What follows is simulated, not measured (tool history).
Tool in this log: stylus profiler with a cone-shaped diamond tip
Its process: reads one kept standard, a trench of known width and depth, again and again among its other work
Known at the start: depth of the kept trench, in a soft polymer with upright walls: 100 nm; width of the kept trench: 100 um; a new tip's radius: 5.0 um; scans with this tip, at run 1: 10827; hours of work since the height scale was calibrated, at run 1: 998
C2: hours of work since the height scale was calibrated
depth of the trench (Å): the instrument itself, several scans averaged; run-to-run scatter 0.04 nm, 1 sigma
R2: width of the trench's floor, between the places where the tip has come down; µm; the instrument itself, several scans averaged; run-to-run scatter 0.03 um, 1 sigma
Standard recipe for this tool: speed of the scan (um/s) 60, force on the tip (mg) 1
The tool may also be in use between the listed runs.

run 1 day=0 | speed_of_the_scan_(um/s)=60 force_on_the_tip_(mg)=1 | scans_with_this_tip=10827 C2=998 | depth_of_the_trench_(Å)=1007.4 R2=96.8
run 2 day=2.042 | speed_of_the_scan_(um/s)=60 force_on_the_tip_(mg)=1 | scans_with_this_tip=11197 C2=1032 | depth_of_the_trench_(Å)=1007.8 R2=96.78
run 3 day=4.283 | speed_of_the_scan_(um/s)=60 force_on_the_tip_(mg)=1 | scans_with_this_tip=11604 C2=1069 | depth_of_the_trench_(Å)=1005.7 R2=96.71
run 4 day=8.142 | speed_of_the_scan_(um/s)=18 force_on_the_tip_(mg)=1 | scans_with_this_tip=12304 C2=1134 | depth_of_the_trench_(Å)=1007.5 R2=97.16
run 5 day=10.471 | speed_of_the_scan_(um/s)=60 force_on_the_tip_(mg)=1 | scans_with_this_tip=12727 C2=1173 | depth_of_the_trench_(Å)=1007.6 R2=96.67
run 6 day=14.475 | speed_of_the_scan_(um/s)=60 force_on_the_tip_(mg)=1 | scans_with_this_tip=13453 C2=1240 | depth_of_the_trench_(Å)=1007.9 R2=96.64
run 7 day=18.554 | speed_of_the_scan_(um/s)=60 force_on_the_tip_(mg)=1 | scans_with_this_tip=14194 C2=1308 | depth_of_the_trench_(Å)=1007.6 R2=96.65
run 8 day=23.104 | speed_of_the_scan_(um/s)=27 force_on_the_tip_(mg)=1 | scans_with_this_tip=15019 C2=1384 | depth_of_the_trench_(Å)=1007.7 R2=96.91
run 9 day=25.35 | speed_of_the_scan_(um/s)=60 force_on_the_tip_(mg)=1 | scans_with_this_tip=15427 C2=1422 | depth_of_the_trench_(Å)=1008.2 R2=96.58
run 10 day=28.708 | speed_of_the_scan_(um/s)=60 force_on_the_tip_(mg)=1 | scans_with_this_tip=16036 C2=1478 | depth_of_the_trench_(Å)=1007.5 R2=96.51
run 11 day=30.792 | speed_of_the_scan_(um/s)=60 force_on_the_tip_(mg)=1 | scans_with_this_tip=16415 C2=1513 | depth_of_the_trench_(Å)=1008.1 R2=96.53
run 12 day=34.604 | speed_of_the_scan_(um/s)=60 force_on_the_tip_(mg)=1 | scans_with_this_tip=17106 C2=1576 | depth_of_the_trench_(Å)=1009 R2=96.53
run 13 day=38.175 | speed_of_the_scan_(um/s)=60 force_on_the_tip_(mg)=2.05 | scans_with_this_tip=17754 C2=1636 | depth_of_the_trench_(Å)=1011.5 R2=96.64
run 14 day=42.367 | speed_of_the_scan_(um/s)=60 force_on_the_tip_(mg)=1 | scans_with_this_tip=18515 C2=1706 | depth_of_the_trench_(Å)=1008 R2=96.38
-- day=44.5 new tip fitted, height scale calibrated
run 15 day=46.917 | speed_of_the_scan_(um/s)=60 force_on_the_tip_(mg)=0.58 | scans_with_this_tip=439 C2=40 | depth_of_the_trench_(Å)=1004.2 R2=97.14
run 16 day=49.696 | speed_of_the_scan_(um/s)=58 force_on_the_tip_(mg)=0.81 | scans_with_this_tip=943 C2=87 | depth_of_the_trench_(Å)=1005 R2=97.22
run 17 day=52.938 | speed_of_the_scan_(um/s)=51 force_on_the_tip_(mg)=0.34 | scans_with_this_tip=1531 C2=141 | depth_of_the_trench_(Å)=1003.1 R2=97.01
run 18 day=55.933 | speed_of_the_scan_(um/s)=51 force_on_the_tip_(mg)=0.34 | scans_with_this_tip=2075 C2=191 | depth_of_the_trench_(Å)=1003.3 R2=96.99
run 19 day=59.633 | speed_of_the_scan_(um/s)=60 force_on_the_tip_(mg)=0.49 | scans_with_this_tip=2747 C2=253 | depth_of_the_trench_(Å)=1004.7 R2=96.97
run 20 day=62.283 | speed_of_the_scan_(um/s)=60 force_on_the_tip_(mg)=0.49 | scans_with_this_tip=3227 C2=297 | depth_of_the_trench_(Å)=1003.7 R2=96.92
run 21 day=64.912 | speed_of_the_scan_(um/s)=142 force_on_the_tip_(mg)=0.76 | scans_with_this_tip=3705 C2=341 | depth_of_the_trench_(Å)=1004.9 R2=96.05
run 22 day=68.408 | speed_of_the_scan_(um/s)=142 force_on_the_tip_(mg)=0.76 | scans_with_this_tip=4339 C2=400 | depth_of_the_trench_(Å)=1005.1 R2=96.05
run 23 day=71.15 | speed_of_the_scan_(um/s)=143 force_on_the_tip_(mg)=2.32 | scans_with_this_tip=4836 C2=446 | depth_of_the_trench_(Å)=1009.8 R2=96.72
run 24 day=74.329 | speed_of_the_scan_(um/s)=64 force_on_the_tip_(mg)=0.49 | scans_with_this_tip=5413 C2=499 | depth_of_the_trench_(Å)=1005.2 R2=96.73
run 25 day=76.504 | speed_of_the_scan_(um/s)=63 force_on_the_tip_(mg)=1.76 | scans_with_this_tip=5808 C2=535 | depth_of_the_trench_(Å)=1008.8 R2=97.14
run 26 day=78.45 | speed_of_the_scan_(um/s)=63 force_on_the_tip_(mg)=1.76 | scans_with_this_tip=6161 C2=568 | depth_of_the_trench_(Å)=1009.3 R2=97.09
run 27 day=81.792 | speed_of_the_scan_(um/s)=63 force_on_the_tip_(mg)=1.76 | scans_with_this_tip=6768 C2=624 | depth_of_the_trench_(Å)=1009.2 R2=97.12
run 28 day=84.096 | speed_of_the_scan_(um/s)=239 force_on_the_tip_(mg)=0.97 | scans_with_this_tip=7186 C2=662 | depth_of_the_trench_(Å)=1006.8 R2=95.01

Each row is a separate what-if for the run after 28, all from the same tool condition, not one after another. Results?
run A day=87.588 | speed_of_the_scan_(um/s)=239 force_on_the_tip_(mg)=0.93 | scans_with_this_tip=7820 C2=721 | depth_of_the_trench_(Å)=? R2=?
run B day=87.588 | speed_of_the_scan_(um/s)=30 force_on_the_tip_(mg)=1.89 | scans_with_this_tip=7820 C2=721 | depth_of_the_trench_(Å)=? R2=?
run C day=87.588 | speed_of_the_scan_(um/s)=126 force_on_the_tip_(mg)=0.36 | scans_with_this_tip=7820 C2=721 | depth_of_the_trench_(Å)=? R2=?
run D day=87.588 | speed_of_the_scan_(um/s)=58 force_on_the_tip_(mg)=0.68 | scans_with_this_tip=7820 C2=721 | depth_of_the_trench_(Å)=? R2=?
run E day=87.588 | speed_of_the_scan_(um/s)=73 force_on_the_tip_(mg)=1.6 | scans_with_this_tip=7820 C2=721 | depth_of_the_trench_(Å)=? R2=?

run=A depth_of_the_trench_(Å)=1006.2 R2=94.97
run=B depth_of_the_trench_(Å)=1009 R2=97.23
run=C depth_of_the_trench_(Å)=1004.2 R2=95.37
run=D depth_of_the_trench_(Å)=1006.2 R2=96.76
run=E depth_of_the_trench_(Å)=1008.9 R2=97
Without the tool's hidden state the same runs would have given:
run=A depth_of_the_trench_(Å)=1004.9 R2=95.46
run=B depth_of_the_trench_(Å)=1007.7 R2=97.72
run=C depth_of_the_trench_(Å)=1002.8 R2=95.86
run=D depth_of_the_trench_(Å)=1004.8 R2=97.24
run=E depth_of_the_trench_(Å)=1007.5 R2=97.48
